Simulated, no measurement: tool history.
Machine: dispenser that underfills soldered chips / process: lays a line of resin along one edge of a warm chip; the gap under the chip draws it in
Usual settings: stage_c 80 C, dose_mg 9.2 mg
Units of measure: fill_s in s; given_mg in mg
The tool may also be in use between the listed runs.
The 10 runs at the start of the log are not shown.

run	hour	stage_c	dose_mg	hours of work since the syringe was changed	hours of work since the valve was cleaned	hours of work since the stage was calibrated	fill_s	given_mg
# hour 89.3: new syringe of resin
11	99.4	80	9.2	7	83	291	253.1	8.92
# hour 101.5: new syringe of resin
12	105.5	73	9.2	3	86	295	260.7	8.89
13	112.5	93	9.2	7	91	300	176.7	9
# hour 114.2: new syringe of resin
14	122.1	93	9.2	5	97	306	163.3	8.9
# hour 127: new syringe of resin
15	134.4	93	11.01	5	105	314	151.4	10.57
# hour 139.7: new syringe of resin
# hour 143.2: dispensing valve cleaned and set on the balance
16	144.3	93	11.01	2	1	320	135.4	10.94
# hour 153.3: new syringe of resin
17	156.5	93	11.01	2	9	328	133.4	10.95
18	164.4	93	11.01	7	14	333	171.4	10.89
# hour 165.6: new syringe of resin
# hour 178.2: new syringe of resin
19	178.3	91	9.67	0	23	342	132.4	9.51
20	185.7	92	8.45	5	28	347	165.3	8.32
# hour 190.8: new syringe of resin
21	197.3	92	8.45	4	35	354	158.3	8.2
# hour 203.2: new syringe of resin
22	205.6	76	7.88	2	41	360	230.1	7.7
23	211.5	85	9.96	6	45	364	200.9	9.78
# hour 215.9: new syringe of resin
24	223.3	69	10.52	5	52	371	318	10.15
# hour 228.2: new syringe of resin
25	234.1	92	9.09	4	59	378	152.7	8.81
# hour 240.8: new syringe of resin
26	240.8	92	9.09	0	64	383	131.1	8.84
27	246.7	76	11.26	4	68	387	248.4	10.92
# hour 253.3: new syringe of resin
28	259.1	76	11.72	4	76	395	242.8	11.29
# hour 266: new syringe of resin
29	269.9	92	11.72	3	83	402	143.5	11.18
# hour 278.5: new syringe of resin
30	278.5	92	11.72	0	88	407	128.1	11.14
31	285.9	92	8.96	5	93	412	161	8.61
# hour 291.3: new syringe of resin
32	293.5	95	9.53	1	98	417	124.6	9.06
# hour 304.1: new syringe of resin
33	304.7	81	11.87	0	105	424	175.1	11.38
# hour 312.9: dispensing valve cleaned and set on the balance
34	314.3	74	9.02	6	1	430	285.2	9.09
# hour 317.7: new syringe of resin
35	327.2	94	9.29	6	9	438	159	9.21

Each row is a separate what-if for the run after 35, all from the same tool condition, not one after another. Results?
# hour 330: new syringe of resin
A	339.9	74	11.61	7	18	447	?	?
# hour 330: new syringe of resin
B	339.9	93	7.86	7	18	447	?	?
# hour 330: new syringe of resin
C	339.9	71	9.2	7	18	447	?	?

run	fill_s	given_mg
A	286.6	11.49
B	171.2	7.77
C	319.6	9.26
Without the tool's hidden state the same runs would have given:
run	fill_s	given_mg
A	234	11.58
B	138.3	7.83
C	261.1	9.33
